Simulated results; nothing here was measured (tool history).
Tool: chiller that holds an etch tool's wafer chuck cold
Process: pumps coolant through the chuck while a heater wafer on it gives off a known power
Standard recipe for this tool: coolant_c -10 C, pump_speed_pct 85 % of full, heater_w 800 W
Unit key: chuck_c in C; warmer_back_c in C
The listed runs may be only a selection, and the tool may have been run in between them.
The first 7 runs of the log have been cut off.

run,hour,coolant_c,pump_speed_pct,heater_w,hours since the coolant was changed and the channels were flushed,hours since the pump was overhauled,hours since the chiller's thermometer was calibrated,chuck_c,warmer_back_c
8,997.2,-17,85,800,4822,4043,3698,-11.2,3.52
9,1106.9,-19,85,800,4931,4153,3808,-13.3,3.56
10,1262.4,-19,85,800,5087,4308,3963,-13.2,3.58
11,1458.4,-19,85,800,5283,4504,4159,-13.1,3.53
# hour 1518: chiller's thermometer calibrated
12,1548.9,-10,85,800,5372,4594,31,-4.2,3.62
13,1733.3,-10,85,800,5557,4778,215,-4.1,3.64
14,1822.4,-10,85,800,5646,4867,304,-4.2,3.57
15,1906.9,-10,85,445,5730,4952,389,-6.8,2.03
16,2069.9,-10,85,800,5893,5115,552,-4.1,3.67
17,2162.9,-10,85,800,5986,5208,645,-4.2,3.6
18,2333.8,-12,85,878,6157,5379,816,-5.6,4
19,2513.3,-2,81,800,6337,5558,995,4,3.83
20,2674.2,-12,61,996,6498,5719,1156,-2,6.43
21,2775,-8,61,1026,6599,5820,1257,2.3,6.6
22,2950.2,-8,61,1026,6774,5995,1432,2.3,6.62
23,3054,-16,89,669,6878,6099,1536,-11.5,2.98
24,3217.6,-16,89,669,7041,6262,1700,-11.4,3.03
25,3389,-6,89,521,7213,6434,1871,-2.4,2.35
26,3536.1,-5,73,422,7360,6581,2018,-1.3,2.42
27,3657.9,-5,73,422,7481,6703,2140,-1.7,2.38
# hour 3726.6: coolant changed, channels flushed
28,3817.3,-12,78,865,91,6856,2293,-5,4.37
29,3907.1,-12,78,865,181,6946,2383,-5.1,4.37

Run 30 is up next; what results do you expect?
30,4085,-8,76,526,358,7124,2561,?,?

Run 30 measured chuck_c -3.7 C, warmer_back_c 2.85 C.
Minus the tool's unlogged condition, the same run would have read chuck_c -3.7 C, warmer_back_c 2.59 C.

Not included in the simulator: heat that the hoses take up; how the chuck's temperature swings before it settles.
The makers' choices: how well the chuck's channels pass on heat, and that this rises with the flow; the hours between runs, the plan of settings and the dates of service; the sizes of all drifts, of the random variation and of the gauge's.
